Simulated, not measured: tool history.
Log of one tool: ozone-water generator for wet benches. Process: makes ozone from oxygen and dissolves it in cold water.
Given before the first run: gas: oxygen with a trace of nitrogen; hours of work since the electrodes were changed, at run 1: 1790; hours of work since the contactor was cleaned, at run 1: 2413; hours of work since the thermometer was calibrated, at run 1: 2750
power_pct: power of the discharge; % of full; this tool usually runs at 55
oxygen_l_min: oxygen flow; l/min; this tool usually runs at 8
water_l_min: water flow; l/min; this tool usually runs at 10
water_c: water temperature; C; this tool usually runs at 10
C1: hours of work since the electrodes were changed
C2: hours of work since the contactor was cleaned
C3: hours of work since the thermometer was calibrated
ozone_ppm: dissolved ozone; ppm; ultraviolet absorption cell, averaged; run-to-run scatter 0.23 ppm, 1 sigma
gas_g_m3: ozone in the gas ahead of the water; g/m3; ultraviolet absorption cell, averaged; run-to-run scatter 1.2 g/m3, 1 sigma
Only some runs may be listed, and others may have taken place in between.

Run 1, hour 0: usual settings; C1 1790; C2 2413; C3 2750. Result: ozone_ppm 31.3 ppm, gas_g_m3 214.1 g/m3.
Run 2, hour 92.7: usual settings; C1 1867; C2 2491; C3 2828. Result: ozone_ppm 31.8 ppm, gas_g_m3 214 g/m3.
Run 3, hour 156.8: usual settings; C1 1921; C2 2544; C3 2881. Result: ozone_ppm 31.4 ppm, gas_g_m3 211.3 g/m3.
Run 4, hour 223.2: usual settings; C1 1976; C2 2600; C3 2937. Result: ozone_ppm 31.5 ppm, gas_g_m3 212.1 g/m3.
Run 5, hour 286.7: usual settings; C1 2029; C2 2653; C3 2990. Result: ozone_ppm 31.2 ppm, gas_g_m3 212.1 g/m3.
Run 6, hour 364.7: usual settings; C1 2095; C2 2718; C3 3055. Result: ozone_ppm 31.4 ppm, gas_g_m3 210.7 g/m3.
Run 7, hour 481.3: usual settings but water_c 15 C; C1 2192; C2 2815; C3 3152. Result: ozone_ppm 28 ppm, gas_g_m3 210.9 g/m3.
Run 8, hour 557.6: usual settings but water_l_min 9 l/min; C1 2256; C2 2879; C3 3216. Result: ozone_ppm 33.7 ppm, gas_g_m3 210.7 g/m3.
Run 9, hour 697: usual settings; C1 2372; C2 2995; C3 3332. Result: ozone_ppm 31.1 ppm, gas_g_m3 210.3 g/m3.
Run 10, hour 809.7: usual settings but water_c 5 C; C1 2466; C2 3089; C3 3426. Result: ozone_ppm 33.8 ppm, gas_g_m3 208.5 g/m3.
Run 11, hour 906.1: usual settings but water_c 14 C; C1 2547; C2 3170; C3 3507. Result: ozone_ppm 27.8 ppm, gas_g_m3 209 g/m3.
Run 12, hour 1006.9: usual settings; C1 2631; C2 3254; C3 3591. Result: ozone_ppm 30.5 ppm, gas_g_m3 209.1 g/m3.
Run 13, hour 1081.1: usual settings; C1 2693; C2 3316; C3 3653. Result: ozone_ppm 30.2 ppm, gas_g_m3 208.7 g/m3.
Run 14, hour 1194.9: usual settings; C1 2788; C2 3411; C3 3748. Result: ozone_ppm 30.3 ppm, gas_g_m3 206.3 g/m3.

Predict the results of run 15:
Run 15, hour 1274.9: usual settings but power_pct 56 % of full, water_c 6 C; C1 2855; C2 3478; C3 3815. Result: ozone_ppm ?, gas_g_m3 ?.

ozone_ppm: 33.3 ppm
gas_g_m3: 209.7 g/m3
Minus the tool's unlogged condition, the same run would have read ozone_ppm 38 ppm, gas_g_m3 225.6 g/m3.
